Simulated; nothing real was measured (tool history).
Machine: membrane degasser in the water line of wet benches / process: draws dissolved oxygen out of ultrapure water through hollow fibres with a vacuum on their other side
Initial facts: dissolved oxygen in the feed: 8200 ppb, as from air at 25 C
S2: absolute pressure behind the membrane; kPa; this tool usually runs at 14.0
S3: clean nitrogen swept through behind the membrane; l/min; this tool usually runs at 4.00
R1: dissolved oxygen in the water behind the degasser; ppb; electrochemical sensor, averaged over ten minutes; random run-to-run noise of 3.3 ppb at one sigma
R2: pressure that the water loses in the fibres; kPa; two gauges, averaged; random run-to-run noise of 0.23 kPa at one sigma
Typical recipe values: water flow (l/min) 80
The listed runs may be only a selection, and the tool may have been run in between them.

{"run": 1, "hour": 0.0, "water flow (l/min)": 80, "S2": 14.0, "S3": 4.0, "R1": 482.8, "R2": 56.84}
{"run": 2, "hour": 203.4, "water flow (l/min)": 80, "S2": 14.0, "S3": 4.0, "R1": 488.0, "R2": 56.33}
{"run": 3, "hour": 496.3, "water flow (l/min)": 80, "S2": 14.0, "S3": 4.0, "R1": 489.2, "R2": 56.49}
{"hour": 610.2, "done": "vacuum gauge calibrated"}
{"run": 4, "hour": 643.9, "water flow (l/min)": 68, "S2": 14.0, "S3": 4.0, "R1": 427.8, "R2": 48.76}
{"run": 5, "hour": 829.7, "water flow (l/min)": 66, "S2": 14.0, "S3": 4.0, "R1": 420.1, "R2": 47.07}
{"run": 6, "hour": 1136.7, "water flow (l/min)": 66, "S2": 14.0, "S3": 4.0, "R1": 415.6, "R2": 47.44}
{"run": 7, "hour": 1373.6, "water flow (l/min)": 66, "S2": 14.0, "S3": 4.0, "R1": 416.2, "R2": 46.78}
{"run": 8, "hour": 1708.4, "water flow (l/min)": 66, "S2": 14.0, "S3": 4.0, "R1": 417.8, "R2": 47.73}
{"run": 9, "hour": 2032.4, "water flow (l/min)": 66, "S2": 14.0, "S3": 4.0, "R1": 420.0, "R2": 47.58}
{"run": 10, "hour": 2206.1, "water flow (l/min)": 66, "S2": 17.5, "S3": 4.0, "R1": 536.3, "R2": 47.85}
{"hour": 2391.0, "done": "vacuum gauge calibrated, once more"}
{"run": 11, "hour": 2473.5, "water flow (l/min)": 66, "S2": 17.5, "S3": 4.0, "R1": 516.0, "R2": 47.58}
{"run": 12, "hour": 2729.3, "water flow (l/min)": 66, "S2": 17.5, "S3": 4.0, "R1": 524.9, "R2": 47.84}
{"run": 13, "hour": 2956.6, "water flow (l/min)": 80, "S2": 8.9, "S3": 4.0, "R1": 266.8, "R2": 58.19}
{"run": 14, "hour": 3173.2, "water flow (l/min)": 80, "S2": 14.0, "S3": 4.0, "R1": 481.1, "R2": 58.01}
{"run": 15, "hour": 3434.9, "water flow (l/min)": 80, "S2": 14.0, "S3": 4.0, "R1": 480.6, "R2": 57.85}
{"hour": 3554.3, "done": "seals of the vacuum lines changed"}
{"run": 16, "hour": 3640.5, "water flow (l/min)": 80, "S2": 14.0, "S3": 4.0, "R1": 476.5, "R2": 58.02}
{"run": 17, "hour": 3912.7, "water flow (l/min)": 80, "S2": 14.0, "S3": 3.4, "R1": 550.7, "R2": 58.39}
{"run": 18, "hour": 4204.9, "water flow (l/min)": 80, "S2": 10.9, "S3": 3.4, "R1": 404.0, "R2": 58.55}
{"run": 19, "hour": 4406.7, "water flow (l/min)": 80, "S2": 9.1, "S3": 4.0, "R1": 282.4, "R2": 58.81}
{"run": 20, "hour": 4730.2, "water flow (l/min)": 79, "S2": 14.0, "S3": 2.91, "R1": 612.4, "R2": 58.1}
{"run": 21, "hour": 4948.6, "water flow (l/min)": 57, "S2": 19.1, "S3": 2.48, "R1": 744.0, "R2": 42.04}
{"run": 22, "hour": 5219.7, "water flow (l/min)": 61, "S2": 15.3, "S3": 3.97, "R1": 423.9, "R2": 44.98}
{"run": 23, "hour": 5431.8, "water flow (l/min)": 61, "S2": 15.3, "S3": 3.97, "R1": 419.8, "R2": 45.08}

For run 24, what comes out?
{"run": 24, "hour": 5702.9, "water flow (l/min)": 90, "S2": 23.7, "S3": 2.45, "R1": "?", "R2": "?"}

R1: 1362.7 ppb
R2: 66.87 kPa
Were there no unlogged condition in the tool, this run, its random variation unchanged, would have produced R1 1350.0 ppb, R2 63.51 kPa.
